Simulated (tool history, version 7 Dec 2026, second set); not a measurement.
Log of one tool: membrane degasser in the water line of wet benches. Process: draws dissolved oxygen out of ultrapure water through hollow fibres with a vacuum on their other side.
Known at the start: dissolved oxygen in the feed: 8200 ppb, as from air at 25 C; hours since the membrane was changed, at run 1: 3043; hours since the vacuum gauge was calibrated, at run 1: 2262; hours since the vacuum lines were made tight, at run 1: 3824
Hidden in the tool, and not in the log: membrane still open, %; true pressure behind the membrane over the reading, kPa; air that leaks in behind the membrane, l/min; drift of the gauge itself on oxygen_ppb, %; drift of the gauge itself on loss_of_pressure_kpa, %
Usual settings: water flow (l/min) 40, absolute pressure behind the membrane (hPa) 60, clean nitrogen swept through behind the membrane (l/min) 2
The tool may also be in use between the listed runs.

run,hour,water flow (l/min),absolute pressure behind the membrane (hPa),clean nitrogen swept through behind the membrane (l/min),hours since the membrane was changed,hours since the vacuum gauge was calibrated,hours since the vacuum lines were made tight,dissolved oxygen in the water behind the degasser (ppb),pressure that the water loses in the fibres (hPa)
1,0,40,60,2,3043,2262,3824,125.7,647.7
2,131.6,40,60,2,3174,2394,3956,125.1,643.9
3,304.7,40,60,2,3347,2567,4129,125.4,649.6
4,490.8,40,60,2,3533,2753,4315,126.1,645.4
5,628.2,40,60,2,3671,2890,4453,125.4,643.1
6,719,40,60,2,3762,2981,4543,125.6,644
7,898.5,40,60,2.01,3941,3160,4723,125.4,643.4
8,1032.2,40,121.4,2,4075,3294,4857,388,647.3
9,1210,40,121.4,2,4253,3472,5034,387,639.1
10,1340.3,40,121.4,2,4383,3602,5165,387.3,646.4
11,1429.8,40,121.4,2,4472,3692,5254,386.1,640.9
12,1565.5,40,121.4,2,4608,3827,5390,387.4,646.8
13,1719.6,40,60,2,4762,3982,5544,126.1,643.1
14,1875.7,40,60,2,4918,4138,5700,126.6,645.3
15,1975.8,40,60,2,5018,4238,5800,126.8,647
16,2104.9,40,60,2,5148,4367,5929,125.9,645.3
17,2191.8,40,60,2,5234,4454,6016,126.6,647.1
18,2319.4,40,60,1.23,5362,4581,6144,190.3,644.7
19,2433.1,54,146.9,1.69,5476,4695,6257,722.2,873.7
# hour 2521.5: vacuum gauge calibrated
20,2590,54,146.9,1.69,5632,69,6414,724.8,870.4
21,2785.3,54,146.9,1.69,5827,264,6609,726.7,874.7
22,2943.6,50,146.9,1.02,5986,422,6767,992,807.3
23,3072,62,38.4,2.52,6114,550,6896,43.4,1000.3
24,3206.6,37,38.4,2.06,6249,685,7030,27.8,595.7
25,3345.5,52,41,5.07,6388,824,7169,27.3,837.1
26,3478,52,41,5.07,6520,957,7302,27,837.7
27,3635.3,30,134.8,5.88,6677,1114,7459,128.3,481.6
28,3713.7,40,42.6,5.4,6756,1192,7537,21.1,646.6
29,3828.3,40,42.6,5.4,6870,1307,7652,21.2,643.5
30,3988.8,40,42.6,5.4,7031,1467,7813,21.1,639.1

Run 31 comes next. What will it give?
31,4144.4,40,42.6,5.4,7186,1623,7968,?,?

dissolved oxygen in the water behind the degasser (ppb): 21.3
pressure that the water loses in the fibres (hPa): 643.7
Without the tool's hidden state the same run would have given dissolved oxygen in the water behind the degasser (ppb) 20.9, pressure that the water loses in the fibres (hPa) 643.4.

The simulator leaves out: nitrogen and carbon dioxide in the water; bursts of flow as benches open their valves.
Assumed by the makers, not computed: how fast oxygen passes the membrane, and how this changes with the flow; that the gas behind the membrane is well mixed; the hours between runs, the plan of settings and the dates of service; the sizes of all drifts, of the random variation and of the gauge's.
